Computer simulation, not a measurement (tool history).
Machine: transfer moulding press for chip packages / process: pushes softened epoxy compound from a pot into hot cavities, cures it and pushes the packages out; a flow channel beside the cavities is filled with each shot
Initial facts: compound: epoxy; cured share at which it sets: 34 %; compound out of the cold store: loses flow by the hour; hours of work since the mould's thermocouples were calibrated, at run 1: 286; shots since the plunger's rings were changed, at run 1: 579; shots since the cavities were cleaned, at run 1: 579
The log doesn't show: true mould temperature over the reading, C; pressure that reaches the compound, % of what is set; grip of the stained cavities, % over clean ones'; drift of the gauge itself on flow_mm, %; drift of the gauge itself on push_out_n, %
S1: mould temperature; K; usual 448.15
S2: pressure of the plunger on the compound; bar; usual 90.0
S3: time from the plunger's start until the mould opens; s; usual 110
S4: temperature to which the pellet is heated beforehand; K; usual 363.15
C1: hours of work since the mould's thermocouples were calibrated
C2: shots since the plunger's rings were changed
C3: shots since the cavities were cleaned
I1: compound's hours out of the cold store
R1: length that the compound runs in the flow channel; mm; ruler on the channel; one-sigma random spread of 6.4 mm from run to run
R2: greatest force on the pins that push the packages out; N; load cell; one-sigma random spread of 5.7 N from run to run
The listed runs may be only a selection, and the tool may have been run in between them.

run    hour      S1     S2   S3      S4   C1    C2   C3    I1   R1   R2
  1     0.0  448.15   90.0  110  363.15  286   579  579  26.3  719  297
       26.1  -- cavities cleaned with cleaning compound and waxed
       57.9  -- mould's thermocouples calibrated
  2    57.9  448.15   90.0   99  363.15    0  1148  312  22.0  717  338
      110.7  -- cavities cleaned with cleaning compound and waxed
  3   142.0  448.15   92.4  110  363.15   54  2010  326  42.3  658  263
  4   181.8  448.15   90.0  110  363.15   80  2427  743  12.4  744  330
      194.8  -- cavities cleaned with cleaning compound and waxed
  5   232.8  448.15   90.0  110  363.15  112  2944  397  34.1  648  288
  6   270.0  448.15   90.0  110  363.15  136  3333  786  31.3  658  321
      276.5  -- cavities cleaned with cleaning compound and waxed
  7   326.3  448.15   90.0  110  363.15  172  3906  521  47.0  590  289
      356.8  -- cavities cleaned with cleaning compound and waxed
  8   374.9  448.15   90.0  110  363.15  202  4398  190  30.0  657  257
  9   411.7  448.15   90.0  110  363.15  226  4782  574  33.9  641  303
      436.7  -- cavities cleaned with cleaning compound and waxed
 10   448.2  448.15   90.0  110  363.15  249  5148  121  22.3  672  252
      517.5  -- cavities cleaned with cleaning compound and waxed
 11   528.9  455.15   90.0  110  363.15  300  5975  120  22.0  662  195
      552.3  -- plunger's sealing rings changed
      569.2  -- mould's thermocouples calibrated
 12   594.9  448.15   90.0  110  361.15   17   424  762  27.2  699  307
      604.0  -- cavities cleaned with cleaning compound and waxed
 13   662.8  448.15   90.0  110  361.15   60  1118  614  38.1  665  303
      685.5  -- cavities cleaned with cleaning compound and waxed
 14   743.9  448.15   90.0  110  361.15  112  1950  610  38.5  643  302
      769.2  -- cavities cleaned with cleaning compound and waxed
 15   817.7  448.15   90.0  110  361.15  159  2705  506  43.3  624  294
      851.2  -- cavities cleaned with cleaning compound and waxed
 16   886.4  441.15   90.0   94  361.15  202  3408  368  28.4  676  605
      930.1  -- cavities cleaned with cleaning compound and waxed
 17   939.9  441.15   90.0   94  361.15  236  3951  102  12.0  731  576
 18   990.8  441.15   90.0   94  368.15  269  4483  634  41.4  617  631
     1010.0  -- cavities cleaned with cleaning compound and waxed
 19  1071.4  448.15   90.0  110  371.15  321  5309  642  40.9  597  285
     1077.2  -- mould's thermocouples calibrated
     1094.6  -- cavities cleaned with cleaning compound and waxed
 20  1109.5  444.15  106.2   94  364.15   20  5670  155  39.7  661  393
     1163.0  -- plunger's sealing rings changed
 21  1165.4  444.15  106.2  106  357.15   55    24  713  13.9  835  442
     1177.1  -- cavities cleaned with cleaning compound and waxed
 22  1219.5  444.15  106.2  106  357.15   89   574  443  47.5  683  359
     1257.5  -- cavities cleaned with cleaning compound and waxed
 23  1260.9  444.15  106.2  106  357.15  115   991   35  24.1  785  303
 24  1301.2  441.15   78.4  110  354.15  141  1412  456  47.8  601  435
     1339.9  -- cavities cleaned with cleaning compound and waxed
 25  1355.4  451.15   95.2  107  359.15  175  1963  163  39.6  664  232
 26  1406.9  454.15   84.5  107  357.15  209  2501  701  45.5  600  265

For each entry between runs, how does the tool's hidden state at the last listed run before it compare with that at the first listed run after it?
Run 1 -> run 2: cavities cleaned with cleaning compound and waxed (hour 26.1); mould's thermocouples calibrated (hour 57.9)
  true mould temperature over the reading, C: -0.14 -> -0.12; pressure that reaches the compound, % of what is set: 98.11 -> 96.56; grip of the stained cavities, % over clean ones': 47.3 -> 35.2
  what was measured, less what the result would be without the hidden state, R1: -6 -> -13 mm; R2: +96 -> +92 N
Run 2 -> run 3: cavities cleaned with cleaning compound and waxed (hour 110.7)
  true mould temperature over the reading, C: -0.12 -> -0.19; pressure that reaches the compound, % of what is set: 96.56 -> 94.03; grip of the stained cavities, % over clean ones': 35.2 -> 35.6
  what was measured, less what the result would be without the hidden state, R1: -13 -> -20 mm; R2: +92 -> +72 N
Run 4 -> run 5: cavities cleaned with cleaning compound and waxed (hour 194.8)
  true mould temperature over the reading, C: -0.22 -> -0.27; pressure that reaches the compound, % of what is set: 92.8 -> 91.36; grip of the stained cavities, % over clean ones': 50.6 -> 41.8
  what was measured, less what the result would be without the hidden state, R1: -28 -> -30 mm; R2: +114 -> +88 N
Run 6 -> run 7: cavities cleaned with cleaning compound and waxed (hour 276.5)
  true mould temperature over the reading, C: -0.3 -> -0.34; pressure that reaches the compound, % of what is set: 90.23 -> 88.58; grip of the stained cavities, % over clean ones': 51.3 -> 44.3
  what was measured, less what the result would be without the hidden state, R1: -35 -> -37 mm; R2: +110 -> +90 N
Run 7 -> run 8: cavities cleaned with cleaning compound and waxed (hour 356.8)
  true mould temperature over the reading, C: -0.34 -> -0.38; pressure that reaches the compound, % of what is set: 88.58 -> 87.13; grip of the stained cavities, % over clean ones': 44.3 -> 28.2
  what was measured, less what the result would be without the hidden state, R1: -37 -> -46 mm; R2: +90 -> +60 N
Run 9 -> run 10: cavities cleaned with cleaning compound and waxed (hour 436.7)
  true mould temperature over the reading, C: -0.41 -> -0.44; pressure that reaches the compound, % of what is set: 86.07 -> 84.84; grip of the stained cavities, % over clean ones': 47.3 -> 17.9
  what was measured, less what the result would be without the hidden state, R1: -49 -> -57 mm; R2: +101 -> +42 N
Run 10 -> run 11: cavities cleaned with cleaning compound and waxed (hour 517.5)
  true mould temperature over the reading, C: -0.44 -> -0.51; pressure that reaches the compound, % of what is set: 84.84 -> 82.2; grip of the stained cavities, % over clean ones': 17.9 -> 18.9
  what was measured, less what the result would be without the hidden state, R1: -57 -> -67 mm; R2: +42 -> +33 N
Run 11 -> run 12: plunger's sealing rings changed (hour 552.3); mould's thermocouples calibrated (hour 569.2)
  true mould temperature over the reading, C: -0.51 -> -0.07; pressure that reaches the compound, % of what is set: 82.2 -> 98.05; grip of the stained cavities, % over clean ones': 18.9 -> 51
  what was measured, less what the result would be without the hidden state, R1: -67 -> -7 mm; R2: +33 -> +103 N
Run 12 -> run 13: cavities cleaned with cleaning compound and waxed (hour 604.0)
  true mould temperature over the reading, C: -0.07 -> -0.12; pressure that reaches the compound, % of what is set: 98.05 -> 95.92; grip of the stained cavities, % over clean ones': 51 -> 47.1
  what was measured, less what the result would be without the hidden state, R1: -7 -> -13 mm; R2: +103 -> +100 N
Run 13 -> run 14: cavities cleaned with cleaning compound and waxed (hour 685.5)
  true mould temperature over the reading, C: -0.12 -> -0.19; pressure that reaches the compound, % of what is set: 95.92 -> 93.4; grip of the stained cavities, % over clean ones': 47.1 -> 46.5
  what was measured, less what the result would be without the hidden state, R1: -13 -> -22 mm; R2: +100 -> +98 N
Run 14 -> run 15: cavities cleaned with cleaning compound and waxed (hour 769.2)
  true mould temperature over the reading, C: -0.19 -> -0.25; pressure that reaches the compound, % of what is set: 93.4 -> 90.95; grip of the stained cavities, % over clean ones': 46.5 -> 44.5
  what was measured, less what the result would be without the hidden state, R1: -22 -> -30 mm; R2: +98 -> +94 N
Run 15 -> run 16: cavities cleaned with cleaning compound and waxed (hour 851.2)
  true mould temperature over the reading, C: -0.25 -> -0.31; pressure that reaches the compound, % of what is set: 90.95 -> 88.81; grip of the stained cavities, % over clean ones': 44.5 -> 38.4
  what was measured, less what the result would be without the hidden state, R1: -30 -> -41 mm; R2: +94 -> +176 N
Run 16 -> run 17: cavities cleaned with cleaning compound and waxed (hour 930.1)
  true mould temperature over the reading, C: -0.31 -> -0.35; pressure that reaches the compound, % of what is set: 88.81 -> 87.22; grip of the stained cavities, % over clean ones': 38.4 -> 18.3
  what was measured, less what the result would be without the hidden state, R1: -41 -> -50 mm; R2: +176 -> +99 N
Run 18 -> run 19: cavities cleaned with cleaning compound and waxed (hour 1010.0)
  true mould temperature over the reading, C: -0.39 -> -0.46; pressure that reaches the compound, % of what is set: 85.71 -> 83.31; grip of the stained cavities, % over clean ones': 47.8 -> 48.7
  what was measured, less what the result would be without the hidden state, R1: -48 -> -56 mm; R2: +215 -> +100 N
Run 19 -> run 20: mould's thermocouples calibrated (hour 1077.2); cavities cleaned with cleaning compound and waxed (hour 1094.6)
  true mould temperature over the reading, C: -0.46 -> -0.09; pressure that reaches the compound, % of what is set: 83.31 -> 82.22; grip of the stained cavities, % over clean ones': 48.7 -> 19.9
  what was measured, less what the result would be without the hidden state, R1: -56 -> -67 mm; R2: +100 -> +68 N
Run 20 -> run 21: plunger's sealing rings changed (hour 1163.0)
  true mould temperature over the reading, C: -0.09 -> -0.13; pressure that reaches the compound, % of what is set: 82.22 -> 99.77; grip of the stained cavities, % over clean ones': 19.9 -> 49.5
  what was measured, less what the result would be without the hidden state, R1: -67 -> +0 mm; R2: +68 -> +147 N
Run 21 -> run 22: cavities cleaned with cleaning compound and waxed (hour 1177.1)
  true mould temperature over the reading, C: -0.13 -> -0.17; pressure that reaches the compound, % of what is set: 99.77 -> 98.08; grip of the stained cavities, % over clean ones': 49.5 -> 42
  what was measured, less what the result would be without the hidden state, R1: +0 -> -6 mm; R2: +147 -> +111 N
Run 22 -> run 23: cavities cleaned with cleaning compound and waxed (hour 1257.5)
  true mould temperature over the reading, C: -0.17 -> -0.21; pressure that reaches the compound, % of what is set: 98.08 -> 96.74; grip of the stained cavities, % over clean ones': 42 -> 6.2
  what was measured, less what the result would be without the hidden state, R1: -6 -> -12 mm; R2: +111 -> +22 N
Run 24 -> run 25: cavities cleaned with cleaning compound and waxed (hour 1339.9)
  true mould temperature over the reading, C: -0.24 -> -0.29; pressure that reaches the compound, % of what is set: 95.52 -> 93.87; grip of the stained cavities, % over clean ones': 43.1 -> 23.5
  what was measured, less what the result would be without the hidden state, R1: -13 -> -21 mm; R2: +136 -> +45 N
